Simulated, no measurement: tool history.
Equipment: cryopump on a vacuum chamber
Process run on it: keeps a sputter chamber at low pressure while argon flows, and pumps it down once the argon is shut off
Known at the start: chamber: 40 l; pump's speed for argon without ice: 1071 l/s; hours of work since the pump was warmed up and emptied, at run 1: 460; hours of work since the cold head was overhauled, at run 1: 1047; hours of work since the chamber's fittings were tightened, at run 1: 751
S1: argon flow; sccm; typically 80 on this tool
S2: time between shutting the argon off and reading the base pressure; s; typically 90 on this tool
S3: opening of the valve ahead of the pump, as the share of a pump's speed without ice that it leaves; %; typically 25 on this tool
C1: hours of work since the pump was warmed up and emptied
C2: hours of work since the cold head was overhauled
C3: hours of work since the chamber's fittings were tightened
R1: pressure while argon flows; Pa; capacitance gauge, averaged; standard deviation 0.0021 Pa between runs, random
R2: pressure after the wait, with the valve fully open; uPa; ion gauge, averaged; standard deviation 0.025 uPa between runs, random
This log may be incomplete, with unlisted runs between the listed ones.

run 1 hour=0.0 | S1=80 S2=90 S3=25 | C1=460 C2=1047 C3=751 | R1=0.5484 R2=2.11
run 2 hour=93.8 | S1=80 S2=231 S3=25 | C1=519 C2=1106 C3=810 | R1=0.5567 R2=1.87
-- hour=121.0 pump warmed up, emptied and cooled again
run 3 hour=150.7 | S1=80 S2=231 S3=25 | C1=19 C2=1139 C3=843 | R1=0.5107 R2=1.50
run 4 hour=221.8 | S1=80 S2=231 S3=25 | C1=64 C2=1184 C3=888 | R1=0.5171 R2=1.52
run 5 hour=269.1 | S1=80 S2=231 S3=25 | C1=94 C2=1214 C3=918 | R1=0.5154 R2=1.55
run 6 hour=359.8 | S1=80 S2=231 S3=25 | C1=151 C2=1271 C3=975 | R1=0.5166 R2=1.64
run 7 hour=449.7 | S1=80 S2=231 S3=25 | C1=208 C2=1328 C3=1032 | R1=0.5250 R2=1.77
run 8 hour=527.6 | S1=121 S2=231 S3=25 | C1=257 C2=1377 C3=1082 | R1=0.8033 R2=1.79
run 9 hour=566.7 | S1=72 S2=90 S3=25 | C1=282 C2=1402 C3=1106 | R1=0.4739 R2=2.30
run 10 hour=604.9 | S1=80 S2=90 S3=56 | C1=306 C2=1426 C3=1130 | R1=0.2518 R2=2.41
run 11 hour=663.9 | S1=80 S2=90 S3=25 | C1=343 C2=1463 C3=1168 | R1=0.5282 R2=2.42
run 12 hour=735.9 | S1=80 S2=131 S3=25 | C1=389 C2=1509 C3=1213 | R1=0.5401 R2=2.35
run 13 hour=800.4 | S1=80 S2=131 S3=25 | C1=429 C2=1549 C3=1254 | R1=0.5379 R2=2.49
run 14 hour=871.7 | S1=80 S2=131 S3=25 | C1=475 C2=1594 C3=1299 | R1=0.5452 R2=2.49
run 15 hour=946.2 | S1=80 S2=131 S3=25 | C1=522 C2=1642 C3=1346 | R1=0.5501 R2=2.61
-- hour=965.5 pump warmed up, emptied and cooled again
run 16 hour=1042.0 | S1=80 S2=203 S3=25 | C1=48 C2=1699 C3=1404 | R1=0.5087 R2=2.00
run 17 hour=1082.1 | S1=135 S2=160 S3=20 | C1=74 C2=1724 C3=1429 | R1=1.0800 R2=2.08
run 18 hour=1151.2 | S1=32 S2=132 S3=32 | C1=117 C2=1768 C3=1473 | R1=0.1608 R2=2.25
run 19 hour=1199.5 | S1=32 S2=132 S3=42 | C1=148 C2=1799 C3=1503 | R1=0.1249 R2=2.35
run 20 hour=1243.5 | S1=32 S2=132 S3=42 | C1=176 C2=1826 C3=1531 | R1=0.1258 R2=2.39
run 21 hour=1289.4 | S1=144 S2=55 S3=56 | C1=205 C2=1855 C3=1560 | R1=0.4353 R2=3.14
run 22 hour=1329.0 | S1=144 S2=55 S3=56 | C1=230 C2=1880 C3=1585 | R1=0.4381 R2=3.10

Run 23 has not been measured yet. What should we expect?
run 23 hour=1383.3 | S1=37 S2=23 S3=44 | C1=264 C2=1915 C3=1619 | R1=? R2=?

Run 23 gave R1 0.1420 Pa, R2 4.92 uPa.
If the tool had no hidden condition, the same run with the same run-to-run variation would have returned R1 0.1326 Pa, R2 3.06 uPa.
